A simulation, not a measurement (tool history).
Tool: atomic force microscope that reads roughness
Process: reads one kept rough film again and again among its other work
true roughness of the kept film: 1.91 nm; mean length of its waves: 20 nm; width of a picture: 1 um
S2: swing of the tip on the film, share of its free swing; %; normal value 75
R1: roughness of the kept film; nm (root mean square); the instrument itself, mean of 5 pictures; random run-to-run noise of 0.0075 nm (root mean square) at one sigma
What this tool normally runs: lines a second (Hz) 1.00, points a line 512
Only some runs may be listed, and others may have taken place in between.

Run 1, hour 0.0: usual settings. Result: R1 1.192 nm (root mean square).
Run 2, hour 10.2: usual settings. Result: R1 1.186 nm (root mean square).
Run 3, hour 18.8: usual settings. Result: R1 1.172 nm (root mean square).
Run 4, hour 28.5: usual settings. Result: R1 1.157 nm (root mean square).
At hour 36.7: new tip fitted.
Run 5, hour 38.6: usual settings. Result: R1 1.560 nm (root mean square).
Run 6, hour 45.8: usual settings. Result: R1 1.545 nm (root mean square).
Run 7, hour 56.6: usual settings. Result: R1 1.508 nm (root mean square).
Run 8, hour 67.0: usual settings. Result: R1 1.486 nm (root mean square).
Run 9, hour 76.8: usual settings but S2 83 %. Result: R1 1.431 nm (root mean square).
Run 10, hour 82.4: usual settings but lines a second (Hz) 1.57. Result: R1 1.417 nm (root mean square).
Run 11, hour 93.0: usual settings but lines a second (Hz) 1.57. Result: R1 1.401 nm (root mean square).
Run 12, hour 102.7: usual settings but points a line 313. Result: R1 1.400 nm (root mean square).
Run 13, hour 113.4: usual settings but S2 56 %. Result: R1 1.446 nm (root mean square).
Run 14, hour 122.0: usual settings but S2 56 %. Result: R1 1.414 nm (root mean square).
Run 15, hour 128.4: usual settings but S2 56 %. Result: R1 1.413 nm (root mean square).
Run 16, hour 134.6: usual settings but S2 56 %. Result: R1 1.402 nm (root mean square).
Run 17, hour 143.1: usual settings but S2 56 %. Result: R1 1.370 nm (root mean square).
Run 18, hour 154.3: usual settings but points a line 639. Result: R1 1.316 nm (root mean square).
Run 19, hour 165.6: usual settings but lines a second (Hz) 1.38. Result: R1 1.269 nm (root mean square).
Run 20, hour 173.2: usual settings but lines a second (Hz) 1.79. Result: R1 1.228 nm (root mean square).
Run 21, hour 179.8: usual settings but lines a second (Hz) 1.79. Result: R1 1.210 nm (root mean square).
Run 22, hour 191.8: usual settings. Result: R1 1.256 nm (root mean square).
Run 23, hour 197.7: usual settings. Result: R1 1.229 nm (root mean square).
Run 24, hour 203.4: usual settings. Result: R1 1.220 nm (root mean square).
Run 25, hour 209.5: usual settings but points a line 285. Result: R1 1.192 nm (root mean square).
Run 26, hour 216.8: usual settings but points a line 285. Result: R1 1.184 nm (root mean square).
Run 27, hour 226.2: usual settings but points a line 285. Result: R1 1.170 nm (root mean square).
Run 28, hour 237.3: usual settings but S2 58 %. Result: R1 1.209 nm (root mean square).
Run 29, hour 246.1: usual settings but S2 80 %, points a line 527. Result: R1 1.154 nm (root mean square).
At hour 253.1: new tip fitted.
Run 30, hour 259.3: usual settings but lines a second (Hz) 1.12, points a line 259. Result: R1 1.508 nm (root mean square).
Run 31, hour 266.0: usual settings but lines a second (Hz) 1.12, points a line 259. Result: R1 1.499 nm (root mean square).
Run 32, hour 275.4: usual settings but lines a second (Hz) 2.05, S2 65 %, points a line 383. Result: R1 1.498 nm (root mean square).
Run 33, hour 282.7: usual settings but lines a second (Hz) 2.05, S2 65 %, points a line 383. Result: R1 1.484 nm (root mean square).
Run 34, hour 289.1: usual settings but lines a second (Hz) 1.02, S2 65 %, points a line 950. Result: R1 1.532 nm (root mean square).
Run 35, hour 297.7: usual settings but lines a second (Hz) 0.75, points a line 278. Result: R1 1.467 nm (root mean square).
Run 36, hour 306.8: usual settings but lines a second (Hz) 0.75, points a line 278. Result: R1 1.430 nm (root mean square).
Run 37, hour 319.7: usual settings but lines a second (Hz) 0.99, points a line 605. Result: R1 1.413 nm (root mean square).
Run 38, hour 332.9: usual settings but lines a second (Hz) 0.99, points a line 605. Result: R1 1.399 nm (root mean square).
Run 39, hour 342.5: usual settings but lines a second (Hz) 0.99, points a line 605. Result: R1 1.390 nm (root mean square).
Run 40, hour 351.9: usual settings but lines a second (Hz) 1.66, S2 55 %, points a line 334. Result: R1 1.377 nm (root mean square).
Run 41, hour 360.0: usual settings. Result: R1 1.342 nm (root mean square).
Run 42, hour 365.8: usual settings but lines a second (Hz) 0.61, S2 65 %, points a line 812. Result: R1 1.389 nm (root mean square).
Run 43, hour 371.6: usual settings but lines a second (Hz) 0.61, S2 65 %, points a line 812. Result: R1 1.366 nm (root mean square).
Run 44, hour 382.3: usual settings but lines a second (Hz) 0.61, S2 57 %, points a line 295. Result: R1 1.326 nm (root mean square).
Run 45, hour 391.1: usual settings but lines a second (Hz) 0.61, S2 57 %, points a line 295. Result: R1 1.309 nm (root mean square).
Run 46, hour 403.6: usual settings but lines a second (Hz) 0.61, S2 57 %, points a line 295. Result: R1 1.283 nm (root mean square).
Run 47, hour 415.3: usual settings but lines a second (Hz) 3.35. Result: R1 1.106 nm (root mean square).
Run 48, hour 424.8: usual settings but lines a second (Hz) 1.60, S2 72 %. Result: R1 1.207 nm (root mean square).
Run 49, hour 430.9: usual settings but lines a second (Hz) 3.68, S2 84 %, points a line 456. Result: R1 0.965 nm (root mean square).
Run 50, hour 442.3: usual settings but lines a second (Hz) 3.68, S2 84 %, points a line 456. Result: R1 0.956 nm (root mean square).
Run 51, hour 453.7: usual settings but lines a second (Hz) 0.83, S2 89 %, points a line 376. Result: R1 1.135 nm (root mean square).
Run 52, hour 467.0: usual settings but S2 83 %, points a line 273. Result: R1 1.107 nm (root mean square).
At hour 469.3: new tip fitted.
Run 53, hour 474.9: usual settings but lines a second (Hz) 0.72, S2 67 %, points a line 273. Result: R1 1.595 nm (root mean square).

Some steps in R1 between neighbouring runs. How much of each would the tool show without its hidden state too (settings, what came in, random variation), and how much is left for the hidden state, with any gauge scatter that isn't in both results?
Hidden state at play: radius of the tip, nm; height scale over the true one, %; drift of the gauge itself on roughness_nm, %.
Run 4 -> 5: new tip fitted. R1 +0.403 nm (root mean square): hidden state +0.407, all else -0.004.
Run 29 -> 30: lines a second (Hz) 1.00 -> 1.12, S2 80 -> 75, points a line 527 -> 259, new tip fitted. R1 +0.354 nm (root mean square): hidden state +0.394, all else -0.040.
Run 52 -> 53: lines a second (Hz) 1.00 -> 0.72, S2 83 -> 67, new tip fitted. R1 +0.488 nm (root mean square): hidden state +0.395, all else +0.093.
